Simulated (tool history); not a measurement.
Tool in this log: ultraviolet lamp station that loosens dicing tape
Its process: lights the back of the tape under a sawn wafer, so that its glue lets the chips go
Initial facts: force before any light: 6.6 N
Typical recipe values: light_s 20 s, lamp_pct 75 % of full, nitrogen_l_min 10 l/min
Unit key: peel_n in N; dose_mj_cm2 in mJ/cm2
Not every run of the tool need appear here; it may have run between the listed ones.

run,day,light_s,lamp_pct,nitrogen_l_min,peel_n,dose_mj_cm2
1,0,20,75,10,0.408,238
2,1.054,20,75,10,0.396,237
3,2.329,20,71,10,0.471,224
4,3.058,20,75,10,0.421,233
5,4.075,20,75,10,0.426,229
6,4.904,20,83,10,0.373,251
7,6.075,20,83,10,0.37,248
8,7.388,20,75,15,0.358,220
9,8.238,20,66,15,0.482,192
10,8.783,20,75,10,0.494,219
11,9.333,20,87,10,0.381,247
12,9.942,20,87,10,0.362,245
13,11.092,20,87,10,0.384,239
14,12.204,20,75,10,0.533,205
15,13.229,20,78,10,0.518,211
16,13.796,23,89,18,0.228,272
17,14.612,23,89,18,0.225,274
18,15.288,25,89,18,0.207,292
19,16.25,23,61,8,0.801,181
20,17.342,23,61,8,0.808,178
21,18.146,14,61,4,2.503,106
22,19.012,19,61,4,1.751,143
23,19.604,20,94,10,0.421,231
24,20.283,24,75,10,0.454,222
25,20.925,20,60,6,1.396,149
# day 22.033: window cleaned of glue's vapour
26,22.033,18,87,12,0.404,221
27,22.975,18,87,12,0.419,215
28,24.179,20,75,7,0.679,206

What if the next run were any one of these 5? Each begins from the tool's condition after run 28:
A,24.783,20,75,18,?,?
B,24.783,15,81,19,?,?
C,24.783,13,74,6,?,?
D,24.783,28,75,6,?,?
E,24.783,34,93,11,?,?

run,peel_n,dose_mj_cm2
A,0.379,204
B,0.545,165
C,1.58,129
D,0.404,283
E,0.17,430
Without the tool's unlogged condition, the same runs would have read:
run,peel_n,dose_mj_cm2
A,0.247,258
B,0.341,208
C,1.117,163
D,0.26,359
E,0.159,544
